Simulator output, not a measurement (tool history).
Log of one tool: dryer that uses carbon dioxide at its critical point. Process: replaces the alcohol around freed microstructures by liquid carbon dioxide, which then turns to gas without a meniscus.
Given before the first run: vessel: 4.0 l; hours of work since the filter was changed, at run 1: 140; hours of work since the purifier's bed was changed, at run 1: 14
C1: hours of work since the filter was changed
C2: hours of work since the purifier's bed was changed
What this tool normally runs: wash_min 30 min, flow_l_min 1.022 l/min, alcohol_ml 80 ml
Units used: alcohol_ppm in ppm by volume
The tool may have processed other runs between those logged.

Run 1, hour 0.0: usual settings; C1 140; C2 14. Result: alcohol_ppm 121 ppm by volume.
Run 2, hour 13.1: usual settings but alcohol_ml 116 ml; C1 150; C2 24. Result: alcohol_ppm 199 ppm by volume.
At hour 19.8: inlet filter changed.
Run 3, hour 29.7: usual settings but alcohol_ml 116 ml; C1 8; C2 37. Result: alcohol_ppm 83 ppm by volume.
Run 4, hour 44.5: usual settings but alcohol_ml 116 ml; C1 19; C2 48. Result: alcohol_ppm 108 ppm by volume.
Run 5, hour 57.9: usual settings but alcohol_ml 116 ml; C1 30; C2 59. Result: alcohol_ppm 102 ppm by volume.
Run 6, hour 71.3: usual settings but flow_l_min 1.570 l/min; C1 41; C2 69. Result: alcohol_ppm 11 ppm by volume.
Run 7, hour 78.5: usual settings but flow_l_min 1.570 l/min; C1 46; C2 75. Result: alcohol_ppm 16 ppm by volume.
Run 8, hour 90.3: usual settings; C1 56; C2 84. Result: alcohol_ppm 91 ppm by volume.
Run 9, hour 106.5: usual settings; C1 68; C2 97. Result: alcohol_ppm 90 ppm by volume.
Run 10, hour 123.4: usual settings but wash_min 28 min, alcohol_ml 94 ml; C1 82; C2 111. Result: alcohol_ppm 155 ppm by volume.
Run 11, hour 136.0: usual settings but flow_l_min 1.630 l/min, alcohol_ml 28 ml; C1 92; C2 121. Result: alcohol_ppm 4 ppm by volume.
Run 12, hour 150.5: usual settings but wash_min 20 min; C1 103; C2 132. Result: alcohol_ppm 603 ppm by volume.
Run 13, hour 158.4: usual settings but wash_min 20 min; C1 109; C2 138. Result: alcohol_ppm 596 ppm by volume.
Run 14, hour 170.8: usual settings but wash_min 38 min, alcohol_ml 83 ml; C1 119; C2 148. Result: alcohol_ppm 46 ppm by volume.
Run 15, hour 184.5: usual settings but wash_min 35 min, flow_l_min 1.070 l/min, alcohol_ml 32 ml; C1 130; C2 159. Result: alcohol_ppm 34 ppm by volume.

5 options for the next run, each taken on its own from the tool as it stands now. Forecast them:
Run A, hour 192.5: usual settings but alcohol_ml 30 ml; C1 136; C2 165. Result: alcohol_ppm ?.
Run B, hour 192.5: usual settings but wash_min 41 min, flow_l_min 1.140 l/min; C1 136; C2 165. Result: alcohol_ppm ?.
Run C, hour 192.5: usual settings but wash_min 45 min, flow_l_min 1.730 l/min, alcohol_ml 30 ml; C1 136; C2 165. Result: alcohol_ppm ?.
Run D, hour 192.5: usual settings but flow_l_min 1.070 l/min, alcohol_ml 32 ml; C1 136; C2 165. Result: alcohol_ppm ?.
Run E, hour 192.5: usual settings but wash_min 23 min; C1 136; C2 165. Result: alcohol_ppm ?.

run  alcohol_ppm
  A           57
  B           15
  C           10
  D           47
  E          407
Stripped of hidden state, with their random variation kept, the same runs would have yielded:
run  alcohol_ppm
  A           27
  B            3
  C            4
  D           20
  E          229
